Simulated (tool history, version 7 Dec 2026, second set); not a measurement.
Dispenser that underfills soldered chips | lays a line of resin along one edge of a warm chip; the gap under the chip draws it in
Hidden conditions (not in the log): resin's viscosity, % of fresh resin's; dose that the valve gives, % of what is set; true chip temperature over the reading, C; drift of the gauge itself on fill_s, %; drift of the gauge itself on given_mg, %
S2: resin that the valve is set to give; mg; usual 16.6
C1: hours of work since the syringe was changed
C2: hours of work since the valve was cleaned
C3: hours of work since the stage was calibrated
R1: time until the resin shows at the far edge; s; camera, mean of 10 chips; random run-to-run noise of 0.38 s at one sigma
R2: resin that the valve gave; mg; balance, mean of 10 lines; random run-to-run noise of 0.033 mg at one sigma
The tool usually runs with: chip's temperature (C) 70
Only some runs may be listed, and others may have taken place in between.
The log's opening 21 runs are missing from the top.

At hour 192.7: dispensing valve cleaned and set on the balance.
At hour 198.1: new syringe of resin.
Run 22, hour 198.7: usual settings but chip's temperature (C) 61, S2 15.5 mg; C1 0; C2 4; C3 538. Result: R1 35.3 s, R2 15.47 mg.
Run 23, hour 205.8: usual settings but chip's temperature (C) 59, S2 17.4 mg; C1 6; C2 10; C3 543. Result: R1 50 s, R2 17.38 mg.
At hour 212.3: new syringe of resin.
Run 24, hour 217.1: usual settings but chip's temperature (C) 59, S2 17.4 mg; C1 4; C2 19; C3 552. Result: R1 45.2 s, R2 17.25 mg.
Run 25, hour 224.3: usual settings but chip's temperature (C) 59, S2 17.4 mg; C1 9; C2 24; C3 557. Result: R1 58.5 s, R2 17.25 mg.
At hour 225.9: new syringe of resin.
Run 26, hour 234.5: usual settings but chip's temperature (C) 59, S2 17.4 mg; C1 7; C2 32; C3 565. Result: R1 50.3 s, R2 17.15 mg.
At hour 239.6: new syringe of resin.
Run 27, hour 246.4: usual settings but chip's temperature (C) 60, S2 17.9 mg; C1 5; C2 41; C3 574. Result: R1 43.9 s, R2 17.61 mg.
At hour 253.8: new syringe of resin.
Run 28, hour 254.8: usual settings but chip's temperature (C) 81, S2 16.2 mg; C1 1; C2 47; C3 580. Result: R1 12.9 s, R2 15.86 mg.
Run 29, hour 262.3: usual settings but chip's temperature (C) 58, S2 14.3 mg; C1 7; C2 53; C3 586. Result: R1 53.1 s, R2 13.92 mg.
At hour 267.8: new syringe of resin.
Run 30, hour 268.8: usual settings but chip's temperature (C) 83, S2 18.4 mg; C1 1; C2 58; C3 591. Result: R1 12.3 s, R2 17.96 mg.
Run 31, hour 275: usual settings but S2 18.5 mg; C1 6; C2 63; C3 596. Result: R1 27.5 s, R2 18 mg.
At hour 281.2: new syringe of resin.
Run 32, hour 288.1: usual settings but S2 18.5 mg; C1 5; C2 73; C3 606. Result: R1 27.1 s, R2 17.9 mg.
At hour 294.5: new syringe of resin.
Run 33, hour 301.9: usual settings but chip's temperature (C) 67, S2 19.3 mg; C1 6; C2 83; C3 616. Result: R1 31.3 s, R2 18.59 mg.
At hour 308.5: new syringe of resin.
Run 34, hour 311.7: usual settings but chip's temperature (C) 73, S2 15.9 mg; C1 2; C2 91; C3 624. Result: R1 21.1 s, R2 15.3 mg.

Forecast each of these 3 alternatives for the next run:
Run A, hour 320.2: usual settings but chip's temperature (C) 73, S2 16.1 mg; C1 9; C2 97; C3 630. Result: R1 ?, R2 ?.
Run B, hour 320.2: usual settings but chip's temperature (C) 56, S2 15.9 mg; C1 9; C2 97; C3 630. Result: R1 ?, R2 ?.
Run C, hour 320.2: usual settings but chip's temperature (C) 63, S2 19.9 mg; C1 9; C2 97; C3 630. Result: R1 ?, R2 ?.

run    R1     R2
  A  29.2  15.45
  B  67.2  15.24
  C  46.6  19.11
The same runs, with their run-to-run variation unchanged, on a tool lacking any hidden condition would have given:
run    R1     R2
  A  20.6  16.12
  B  48.1   15.9
  C  33.4  19.93
